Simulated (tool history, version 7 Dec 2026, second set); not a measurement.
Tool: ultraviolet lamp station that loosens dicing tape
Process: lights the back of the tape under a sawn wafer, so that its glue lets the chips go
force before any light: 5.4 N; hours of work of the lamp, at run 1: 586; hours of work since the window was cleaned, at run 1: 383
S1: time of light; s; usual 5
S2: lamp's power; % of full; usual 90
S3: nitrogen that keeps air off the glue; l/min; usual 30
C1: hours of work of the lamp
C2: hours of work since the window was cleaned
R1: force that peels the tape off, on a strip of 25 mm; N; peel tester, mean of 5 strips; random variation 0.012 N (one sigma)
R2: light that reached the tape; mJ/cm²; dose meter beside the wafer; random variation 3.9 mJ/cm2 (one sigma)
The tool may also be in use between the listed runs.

run,hour,S1,S2,S3,C1,C2,R1,R2
1,0.0,5,90,30,586,383,0.904,491
2,12.0,5,73,30,592,390,1.220,403
3,29.7,5,73,30,602,400,1.222,395
4,56.7,5,73,22,618,415,1.544,398
5,85.0,7,73,22,634,431,0.883,558
6,108.2,7,73,22,647,444,0.946,542
7,134.7,7,73,22,662,459,0.947,539
# hour 140.5: window cleaned of glue's vapour
8,154.2,7,73,22,672,8,0.839,567
9,172.8,5,90,30,683,18,0.881,500
10,190.0,5,90,30,693,28,0.938,494
11,216.9,10,90,30,708,43,0.215,975
12,233.0,5,78,30,717,52,1.176,424
13,253.8,5,90,30,729,64,0.954,482
14,274.1,5,90,30,740,75,0.969,482
15,292.2,5,90,30,750,86,0.963,477
16,317.3,5,90,30,765,100,0.994,476
17,335.6,5,90,30,775,110,0.968,472
18,356.2,5,90,30,787,122,0.990,469
19,382.4,5,90,30,801,137,1.004,467
20,403.3,5,90,30,813,148,1.015,459
21,428.5,5,90,30,827,163,1.025,462
22,448.6,4,73,12,839,174,2.479,293
23,461.7,4,73,12,846,181,2.556,296
24,480.2,9,73,12,857,192,1.015,661
25,504.4,4,73,12,870,206,2.542,292
26,532.0,3,73,12,886,221,3.157,214
27,558.2,3,98,12,901,236,2.581,284
28,578.3,5,77,19,912,247,1.720,373
29,600.1,5,77,19,924,260,1.764,372
30,622.3,3,73,21,937,272,2.736,206

How the hidden state differs across the entries between the runs, from the last listed run before each to the first after it:
Between runs 7 and 8: window cleaned of glue's vapour (hour 140.5)
  lamp's light, % of a new lamp's: 75.9 -> 75.5; light that the window lets through, % of a clean one's: 94.8 -> 99.6
  measured less the result without the state, R1: +0.434 -> +0.345 N; R2: -210 -> -187 mJ/cm²
